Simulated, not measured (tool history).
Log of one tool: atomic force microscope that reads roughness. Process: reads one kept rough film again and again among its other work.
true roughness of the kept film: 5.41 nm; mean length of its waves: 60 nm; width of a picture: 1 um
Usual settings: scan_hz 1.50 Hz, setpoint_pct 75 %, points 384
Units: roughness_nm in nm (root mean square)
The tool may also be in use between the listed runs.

run,day,scan_hz,setpoint_pct,points,roughness_nm
1,0.000,1.50,75,384,4.774
2,0.621,2.02,75,384,4.621
3,1.175,2.02,75,384,4.585
4,1.612,1.50,75,309,4.650
5,2.117,1.50,75,309,4.626
6,2.717,1.50,75,309,4.621
7,3.062,1.50,67,384,4.686
8,3.400,1.50,67,384,4.671
9,4.121,1.50,67,384,4.665
10,4.658,1.50,67,384,4.613
11,5.258,1.50,75,384,4.408
12,6.054,1.50,75,384,4.384
13,6.392,1.50,75,918,4.380
14,6.925,1.50,75,918,4.363
15,7.429,1.50,75,384,4.748
16,7.771,1.50,75,384,4.741
17,8.258,1.50,75,384,4.713
18,8.996,1.50,75,382,4.652
19,9.579,1.50,75,384,4.618
20,10.333,1.50,75,384,4.556
21,11.000,1.50,75,384,4.513
22,11.717,1.50,75,384,4.469
23,12.246,1.56,89,384,4.133
24,12.567,1.56,89,384,4.170
25,13.258,1.25,66,483,4.568
26,13.950,2.99,66,483,4.267
27,14.550,2.15,82,384,4.027
28,15.025,2.15,82,384,4.443
29,15.450,2.15,82,384,4.445
30,15.800,2.15,82,384,4.412
31,16.562,3.73,82,728,3.947
32,17.092,3.73,82,728,3.948
33,17.825,3.73,80,728,3.949
34,18.308,0.60,77,368,4.731
35,18.921,0.60,77,368,4.685
36,19.538,0.60,77,368,4.683
37,20.096,1.17,73,384,4.560
38,20.846,1.17,73,384,4.504
39,21.450,1.17,73,384,4.447
40,21.812,3.75,73,620,3.981
41,22.621,2.49,73,620,4.620

Not shown: 3 entries that the log had between the listed runs. Between which runs, and how does the tool's hidden state differ before and after?
Between runs 14 and 15: new tip fitted (day 7.388)
  radius of the tip, nm: 25.3 -> 7.8; height scale over the true one, %: -0.41 -> -0.42
  measured less the result without the state, roughness_nm: -0.475 -> -0.042 nm (root mean square)
Between runs 27 and 28: new tip fitted (day 14.996)
  radius of the tip, nm: 26 -> 7.4
  measured less the result without the state, roughness_nm: -0.459 -> -0.032 nm (root mean square)
Between runs 40 and 41: new tip fitted (day 22.583)
  radius of the tip, nm: 25 -> 7.3; height scale over the true one, %: -0.58 -> -0.59
  measured less the result without the state, roughness_nm: -0.436 -> -0.035 nm (root mean square)
